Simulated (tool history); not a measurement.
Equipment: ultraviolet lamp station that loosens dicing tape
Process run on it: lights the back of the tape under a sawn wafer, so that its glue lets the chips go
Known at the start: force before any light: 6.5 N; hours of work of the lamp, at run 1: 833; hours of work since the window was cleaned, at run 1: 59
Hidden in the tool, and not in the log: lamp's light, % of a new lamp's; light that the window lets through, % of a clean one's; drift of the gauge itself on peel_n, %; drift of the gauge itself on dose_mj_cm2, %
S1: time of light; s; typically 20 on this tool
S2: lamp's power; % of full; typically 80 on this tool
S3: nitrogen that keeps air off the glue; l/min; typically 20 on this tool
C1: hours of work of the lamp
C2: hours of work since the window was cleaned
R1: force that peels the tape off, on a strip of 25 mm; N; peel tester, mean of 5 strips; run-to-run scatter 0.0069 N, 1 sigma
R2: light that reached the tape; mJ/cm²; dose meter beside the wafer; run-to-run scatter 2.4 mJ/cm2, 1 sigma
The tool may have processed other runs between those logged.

| run | hour | S1 | S2 | S3 | C1 | C2 | R1 | R2 |
|---|---|---|---|---|---|---|---|---|
| 1 | 0 | 20 | 80 | 20 | 833 | 59 | 0.452 | 197 |
| 2 | 16 | 20 | 80 | 20 | 844 | 69 | 0.445 | 190 |
| 3 | 38.2 | 20 | 80 | 20 | 859 | 85 | 0.453 | 194 |
| 4 | 52.7 | 20 | 80 | 20 | 869 | 94 | 0.455 | 189 |
| 5 | 72.4 | 20 | 80 | 20 | 883 | 108 | 0.459 | 190 |
| 6 | 88.6 | 20 | 80 | 20 | 894 | 119 | 0.469 | 191 |
| 7 | 117 | 20 | 80 | 20 | 913 | 138 | 0.477 | 188 |
| 8 | 137.2 | 20 | 80 | 20 | 927 | 152 | 0.492 | 186 |
| 9 | 156.4 | 20 | 80 | 20 | 940 | 165 | 0.492 | 184 |
|  | 159.7 | window cleaned of glue's vapour |
| 10 | 178.9 | 20 | 80 | 20 | 955 | 13 | 0.51 | 182 |
| 11 | 208 | 20 | 80 | 19 | 974 | 33 | 0.531 | 182 |
| 12 | 234 | 20 | 80 | 19 | 992 | 51 | 0.568 | 179 |
|  | 250.6 | window cleaned of glue's vapour, once more |
| 13 | 253.1 | 20 | 70 | 16 | 1005 | 2 | 0.82 | 160 |
| 14 | 281.8 | 20 | 70 | 16 | 1024 | 21 | 0.8 | 155 |
|  | 287 | lamp changed |
| 15 | 309.5 | 22 | 73 | 23 | 15 | 39 | 0.215 | 253 |
| 16 | 334.7 | 22 | 73 | 23 | 32 | 57 | 0.23 | 257 |
| 17 | 357 | 14 | 80 | 13 | 48 | 72 | 0.808 | 177 |
| 18 | 370.4 | 14 | 93 | 8 | 57 | 81 | 0.905 | 204 |
| 19 | 391.2 | 14 | 65 | 8 | 71 | 95 | 1.562 | 141 |

The next listed run, before its measurement:
| 20 | 418.2 | 11 | 94 | 6 | 89 | 113 | ? | ? |

Run 20 came out at R1 1.597 N, R2 158 mJ/cm².
With no hidden state in the tool, this same run would have given R1 1.47 N, R2 168 mJ/cm².

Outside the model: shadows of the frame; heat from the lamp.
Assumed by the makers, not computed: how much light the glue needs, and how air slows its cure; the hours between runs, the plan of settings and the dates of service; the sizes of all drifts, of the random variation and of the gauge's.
